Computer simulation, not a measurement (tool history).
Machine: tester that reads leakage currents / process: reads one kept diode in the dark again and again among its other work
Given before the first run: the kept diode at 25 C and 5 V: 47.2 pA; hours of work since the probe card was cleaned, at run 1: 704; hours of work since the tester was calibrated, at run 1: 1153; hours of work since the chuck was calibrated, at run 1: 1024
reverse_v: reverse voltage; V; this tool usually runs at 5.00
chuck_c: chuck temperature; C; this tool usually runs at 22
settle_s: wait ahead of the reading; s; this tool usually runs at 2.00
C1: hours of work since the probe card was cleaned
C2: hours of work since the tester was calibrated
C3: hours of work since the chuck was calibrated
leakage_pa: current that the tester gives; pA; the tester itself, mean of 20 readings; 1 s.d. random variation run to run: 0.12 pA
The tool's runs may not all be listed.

{"run": 1, "day": 0.0, "reverse_v": 5.0, "chuck_c": 22, "settle_s": 2.0, "C1": 704, "C2": 1153, "C3": 1024, "leakage_pa": 41.26}
{"run": 2, "day": 0.983, "reverse_v": 5.0, "chuck_c": 22, "settle_s": 2.0, "C1": 716, "C2": 1165, "C3": 1037, "leakage_pa": 41.06}
{"run": 3, "day": 2.333, "reverse_v": 5.0, "chuck_c": 22, "settle_s": 2.64, "C1": 733, "C2": 1182, "C3": 1054, "leakage_pa": 41.33}
{"run": 4, "day": 3.342, "reverse_v": 5.0, "chuck_c": 22, "settle_s": 2.0, "C1": 746, "C2": 1195, "C3": 1067, "leakage_pa": 41.39}
{"run": 5, "day": 4.371, "reverse_v": 5.0, "chuck_c": 22, "settle_s": 2.0, "C1": 759, "C2": 1208, "C3": 1080, "leakage_pa": 41.38}
{"run": 6, "day": 5.275, "reverse_v": 5.0, "chuck_c": 22, "settle_s": 2.0, "C1": 770, "C2": 1219, "C3": 1091, "leakage_pa": 41.43}
{"run": 7, "day": 6.221, "reverse_v": 5.0, "chuck_c": 22, "settle_s": 2.0, "C1": 782, "C2": 1231, "C3": 1103, "leakage_pa": 41.51}
{"day": 7.25, "done": "chuck's temperature calibrated"}
{"run": 8, "day": 7.833, "reverse_v": 5.0, "chuck_c": 22, "settle_s": 2.0, "C1": 801, "C2": 1251, "C3": 7, "leakage_pa": 37.98}
{"run": 9, "day": 9.508, "reverse_v": 5.0, "chuck_c": 22, "settle_s": 2.0, "C1": 822, "C2": 1272, "C3": 28, "leakage_pa": 38.33}
{"run": 10, "day": 10.546, "reverse_v": 5.0, "chuck_c": 22, "settle_s": 2.0, "C1": 835, "C2": 1285, "C3": 42, "leakage_pa": 38.31}
{"day": 10.821, "done": "probe card cleaned and baked"}
{"run": 11, "day": 11.833, "reverse_v": 5.0, "chuck_c": 22, "settle_s": 2.0, "C1": 13, "C2": 1299, "C3": 56, "leakage_pa": 38.69}
{"run": 12, "day": 13.35, "reverse_v": 5.0, "chuck_c": 22, "settle_s": 2.0, "C1": 32, "C2": 1318, "C3": 75, "leakage_pa": 38.63}
{"run": 13, "day": 14.479, "reverse_v": 5.0, "chuck_c": 22, "settle_s": 2.0, "C1": 46, "C2": 1333, "C3": 90, "leakage_pa": 38.92}
{"run": 14, "day": 15.462, "reverse_v": 5.0, "chuck_c": 22, "settle_s": 2.0, "C1": 58, "C2": 1345, "C3": 102, "leakage_pa": 39.01}
{"run": 15, "day": 16.996, "reverse_v": 7.74, "chuck_c": 41, "settle_s": 0.38, "C1": 78, "C2": 1364, "C3": 121, "leakage_pa": 211.86}
{"run": 16, "day": 18.654, "reverse_v": 5.33, "chuck_c": 27, "settle_s": 0.46, "C1": 99, "C2": 1385, "C3": 142, "leakage_pa": 63.83}
{"day": 19.4, "done": "probe card cleaned and baked, once more"}
{"run": 17, "day": 20.667, "reverse_v": 5.0, "chuck_c": 22, "settle_s": 4.6, "C1": 16, "C2": 1409, "C3": 166, "leakage_pa": 37.28}
{"run": 18, "day": 21.629, "reverse_v": 5.0, "chuck_c": 22, "settle_s": 1.13, "C1": 28, "C2": 1421, "C3": 178, "leakage_pa": 38.85}
{"run": 19, "day": 22.392, "reverse_v": 5.0, "chuck_c": 22, "settle_s": 1.13, "C1": 38, "C2": 1431, "C3": 188, "leakage_pa": 38.6}
{"run": 20, "day": 24.133, "reverse_v": 15.57, "chuck_c": 22, "settle_s": 1.13, "C1": 60, "C2": 1453, "C3": 210, "leakage_pa": 61.45}
{"run": 21, "day": 25.117, "reverse_v": 15.57, "chuck_c": 22, "settle_s": 1.13, "C1": 72, "C2": 1465, "C3": 222, "leakage_pa": 61.75}
{"run": 22, "day": 26.304, "reverse_v": 15.57, "chuck_c": 22, "settle_s": 1.13, "C1": 87, "C2": 1480, "C3": 237, "leakage_pa": 61.56}
{"run": 23, "day": 28.054, "reverse_v": 17.25, "chuck_c": 40, "settle_s": 7.69, "C1": 109, "C2": 1502, "C3": 259, "leakage_pa": 254.99}
{"run": 24, "day": 29.85, "reverse_v": 17.25, "chuck_c": 40, "settle_s": 7.69, "C1": 132, "C2": 1525, "C3": 282, "leakage_pa": 255.84}

For each run, the measured value with the value that run would have given without the tool's hidden condition subtracted. The run-to-run variation is shared by both, the gauge scatter possibly not:
Hidden state at play: stray current of the dirty probe card, pA a volt; current scale over the true one, %; true chuck temperature over the reading, C; drift of the gauge itself on leakage_pa, %.
run=1 leakage_pa=+3.71
run=2 leakage_pa=+3.75
run=3 leakage_pa=+3.85
run=4 leakage_pa=+3.88
run=5 leakage_pa=+3.93
run=6 leakage_pa=+3.98
run=7 leakage_pa=+4.02
run=8 leakage_pa=+0.78
run=9 leakage_pa=+0.86
run=10 leakage_pa=+0.91
run=11 leakage_pa=+1.23
run=12 leakage_pa=+1.30
run=13 leakage_pa=+1.35
run=14 leakage_pa=+1.40
run=15 leakage_pa=+2.90
run=16 leakage_pa=+1.77
run=17 leakage_pa=+0.41
run=18 leakage_pa=+0.45
run=19 leakage_pa=+0.49
run=20 leakage_pa=+0.98
run=21 leakage_pa=+1.09
run=22 leakage_pa=+1.19
run=23 leakage_pa=+4.15
run=24 leakage_pa=+4.63

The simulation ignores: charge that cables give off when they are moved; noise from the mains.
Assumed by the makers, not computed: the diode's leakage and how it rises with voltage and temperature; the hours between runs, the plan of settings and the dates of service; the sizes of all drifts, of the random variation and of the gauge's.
